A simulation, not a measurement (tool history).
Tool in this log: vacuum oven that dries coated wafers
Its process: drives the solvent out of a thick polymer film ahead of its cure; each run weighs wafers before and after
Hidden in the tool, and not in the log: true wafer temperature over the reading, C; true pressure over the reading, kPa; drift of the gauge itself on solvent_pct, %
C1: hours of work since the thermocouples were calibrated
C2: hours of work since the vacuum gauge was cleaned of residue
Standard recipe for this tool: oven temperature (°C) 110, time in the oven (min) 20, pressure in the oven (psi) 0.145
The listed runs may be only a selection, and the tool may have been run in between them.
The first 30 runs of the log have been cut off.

run 31 hour=1198.5 | oven_temperature_(°C)=110 time_in_the_oven_(min)=13 pressure_in_the_oven_(psi)=0.093 | C1=1401 C2=124 | solvent_left_in_the_film_(%)=5.93
run 32 hour=1223.5 | oven_temperature_(°C)=110 time_in_the_oven_(min)=15 pressure_in_the_oven_(psi)=0.093 | C1=1417 C2=140 | solvent_left_in_the_film_(%)=5.37
run 33 hour=1257.9 | oven_temperature_(°C)=110 time_in_the_oven_(min)=15 pressure_in_the_oven_(psi)=0.199 | C1=1439 C2=162 | solvent_left_in_the_film_(%)=5.53
run 34 hour=1290.9 | oven_temperature_(°C)=120 time_in_the_oven_(min)=16 pressure_in_the_oven_(psi)=0.302 | C1=1460 C2=183 | solvent_left_in_the_film_(%)=3.56
run 35 hour=1325 | oven_temperature_(°C)=123 time_in_the_oven_(min)=12 pressure_in_the_oven_(psi)=0.087 | C1=1482 C2=205 | solvent_left_in_the_film_(%)=3.86
run 36 hour=1362.9 | oven_temperature_(°C)=120 time_in_the_oven_(min)=13 pressure_in_the_oven_(psi)=0.345 | C1=1506 C2=229 | solvent_left_in_the_film_(%)=4.51
run 37 hour=1386.4 | oven_temperature_(°C)=120 time_in_the_oven_(min)=17 pressure_in_the_oven_(psi)=0.435 | C1=1521 C2=244 | solvent_left_in_the_film_(%)=3.55
run 38 hour=1417.4 | oven_temperature_(°C)=114 time_in_the_oven_(min)=20 pressure_in_the_oven_(psi)=0.284 | C1=1540 C2=263 | solvent_left_in_the_film_(%)=3.74
run 39 hour=1445.9 | oven_temperature_(°C)=114 time_in_the_oven_(min)=20 pressure_in_the_oven_(psi)=0.284 | C1=1558 C2=281 | solvent_left_in_the_film_(%)=3.74
run 40 hour=1483.9 | oven_temperature_(°C)=110 time_in_the_oven_(min)=24 pressure_in_the_oven_(psi)=0.123 | C1=1583 C2=305 | solvent_left_in_the_film_(%)=3.33
run 41 hour=1520.9 | oven_temperature_(°C)=110 time_in_the_oven_(min)=24 pressure_in_the_oven_(psi)=0.123 | C1=1606 C2=329 | solvent_left_in_the_film_(%)=3.34
run 42 hour=1561.8 | oven_temperature_(°C)=107 time_in_the_oven_(min)=20 pressure_in_the_oven_(psi)=0.145 | C1=1632 C2=355 | solvent_left_in_the_film_(%)=4.8
run 43 hour=1606.2 | oven_temperature_(°C)=110 time_in_the_oven_(min)=14 pressure_in_the_oven_(psi)=0.084 | C1=1660 C2=383 | solvent_left_in_the_film_(%)=5.64
-- hour=1633.8 oven's thermocouples calibrated
run 44 hour=1647.7 | oven_temperature_(°C)=108 time_in_the_oven_(min)=22 pressure_in_the_oven_(psi)=0.438 | C1=9 C2=408 | solvent_left_in_the_film_(%)=4.53
run 45 hour=1686.2 | oven_temperature_(°C)=103 time_in_the_oven_(min)=11 pressure_in_the_oven_(psi)=0.145 | C1=33 C2=433 | solvent_left_in_the_film_(%)=7.76
run 46 hour=1735.5 | oven_temperature_(°C)=103 time_in_the_oven_(min)=11 pressure_in_the_oven_(psi)=0.145 | C1=65 C2=464 | solvent_left_in_the_film_(%)=7.7
run 47 hour=1780.5 | oven_temperature_(°C)=103 time_in_the_oven_(min)=11 pressure_in_the_oven_(psi)=0.145 | C1=93 C2=492 | solvent_left_in_the_film_(%)=7.7
run 48 hour=1814.9 | oven_temperature_(°C)=110 time_in_the_oven_(min)=26 pressure_in_the_oven_(psi)=0.145 | C1=115 C2=514 | solvent_left_in_the_film_(%)=2.72

3 options for the next run, each taken on its own from the tool as it stands now. Forecast them:
run A hour=1863.9 | oven_temperature_(°C)=114 time_in_the_oven_(min)=25 pressure_in_the_oven_(psi)=0.463 | C1=146 C2=545 | solvent_left_in_the_film_(%)=?
run B hour=1863.9 | oven_temperature_(°C)=113 time_in_the_oven_(min)=20 pressure_in_the_oven_(psi)=0.145 | C1=146 C2=545 | solvent_left_in_the_film_(%)=?
run C hour=1863.9 | oven_temperature_(°C)=101 time_in_the_oven_(min)=11 pressure_in_the_oven_(psi)=0.145 | C1=146 C2=545 | solvent_left_in_the_film_(%)=?

run=A solvent_left_in_the_film_(%)=3
run=B solvent_left_in_the_film_(%)=3.18
run=C solvent_left_in_the_film_(%)=8.12
The same runs, with their run-to-run variation unchanged, on a tool lacking any hidden condition would have given:
run=A solvent_left_in_the_film_(%)=3.04
run=B solvent_left_in_the_film_(%)=3.23
run=C solvent_left_in_the_film_(%)=8.17

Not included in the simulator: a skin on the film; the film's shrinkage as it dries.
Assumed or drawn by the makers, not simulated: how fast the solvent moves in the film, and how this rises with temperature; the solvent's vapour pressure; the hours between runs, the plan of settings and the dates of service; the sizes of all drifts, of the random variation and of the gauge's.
